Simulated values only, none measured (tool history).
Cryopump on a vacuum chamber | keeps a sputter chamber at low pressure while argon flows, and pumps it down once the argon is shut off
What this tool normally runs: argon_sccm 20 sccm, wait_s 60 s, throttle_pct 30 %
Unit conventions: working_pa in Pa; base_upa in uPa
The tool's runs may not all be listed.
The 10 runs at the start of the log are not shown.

run	hour	argon_sccm	wait_s	throttle_pct	working_pa	base_upa
11	181.1	16	60	30	0.0499	1.87
12	203.0	20	60	16	0.1159	1.87
13	213.7	20	60	16	0.1162	1.79
14	225.3	20	60	16	0.1164	1.86
15	235.9	20	60	30	0.0625	1.86
16	258.8	20	60	30	0.0631	1.81
17	277.2	20	60	30	0.0626	1.90
18	287.5	20	60	30	0.0628	1.90
19	299.3	20	60	30	0.0627	1.88
20	320.3	32	60	15	0.1990	1.90
21	342.2	26	259	26	0.0941	1.50
22	366.5	25	116	30	0.0787	1.63
23	389.4	20	60	54	0.0360	1.97
24	409.6	11	83	35	0.0299	1.89
25	427.5	22	275	18	0.1145	1.59
26	450.5	22	275	30	0.0692	1.65
27	461.3	23	40	27	0.0806	2.22
28	472.2	10	43	40	0.0238	2.11
29	483.1	27	60	22	0.1157	1.96
30	500.6	27	36	31	0.0827	2.35
31	514.5	27	36	31	0.0822	2.42
32	526.0	27	36	31	0.0826	2.30
33	546.2	31	29	44	0.0680	2.50
34	565.6	31	29	44	0.0672	2.51

4 ways to go on from here, each from the tool as it stands after run 34. What would each give?
A	583.4	31	29	25	?	?
B	583.4	10	281	44	?	?
C	583.4	28	35	16	?	?
D	583.4	38	83	47	?	?

run	working_pa	base_upa
A	0.1178	2.54
B	0.0221	1.66
C	0.1651	2.34
D	0.0785	1.87
Take away the tool's hidden state, keep each run's random variation, and the runs would have read:
run	working_pa	base_upa
A	0.1150	1.16
B	0.0212	0.26
C	0.1625	0.96
D	0.0750	0.47
